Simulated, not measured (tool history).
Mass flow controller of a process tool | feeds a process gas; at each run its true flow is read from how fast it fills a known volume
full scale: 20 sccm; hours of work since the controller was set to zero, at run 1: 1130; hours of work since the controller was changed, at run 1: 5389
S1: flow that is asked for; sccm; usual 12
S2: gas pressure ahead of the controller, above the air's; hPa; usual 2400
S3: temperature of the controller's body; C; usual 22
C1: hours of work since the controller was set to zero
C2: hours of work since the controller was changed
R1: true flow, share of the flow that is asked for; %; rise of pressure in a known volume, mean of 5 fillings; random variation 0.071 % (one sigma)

Run 1, hour 0.0: usual settings; C1 1130; C2 5389. Result: R1 99.90 %.
Run 2, hour 202.0: usual settings; C1 1218; C2 5476. Result: R1 99.75 %.
Run 3, hour 567.5: usual settings but S3 21 C; C1 1377; C2 5635. Result: R1 99.91 %.
Run 4, hour 947.9: usual settings; C1 1542; C2 5800. Result: R1 99.91 %.
Run 5, hour 1199.6: usual settings; C1 1651; C2 5909. Result: R1 99.94 %.
Run 6, hour 1452.0: usual settings; C1 1760; C2 6019. Result: R1 99.94 %.
Run 7, hour 1769.5: usual settings but S3 24 C; C1 1898; C2 6157. Result: R1 99.80 %.
Run 8, hour 2003.8: usual settings; C1 2000; C2 6258. Result: R1 100.02 %.
Run 9, hour 2272.0: usual settings; C1 2116; C2 6375. Result: R1 99.97 %.
Run 10, hour 2496.4: usual settings; C1 2214; C2 6472. Result: R1 100.06 %.
Run 11, hour 2777.5: usual settings; C1 2336; C2 6594. Result: R1 100.00 %.
Run 12, hour 3214.2: usual settings; C1 2525; C2 6784. Result: R1 100.15 %.
Run 13, hour 3590.2: usual settings; C1 2689; C2 6947. Result: R1 100.06 %.
Run 14, hour 4019.5: usual settings; C1 2875; C2 7133. Result: R1 100.11 %.
Run 15, hour 4221.8: usual settings; C1 2963; C2 7221. Result: R1 100.30 %.

Run 16 comes next. What will it give?
Run 16, hour 4601.5: usual settings but S1 6 sccm, S3 32 C; C1 3127; C2 7386. Result: R1 ?.

R1: 98.74 %
Without the tool's hidden state the same run would have given R1 98.28 %.
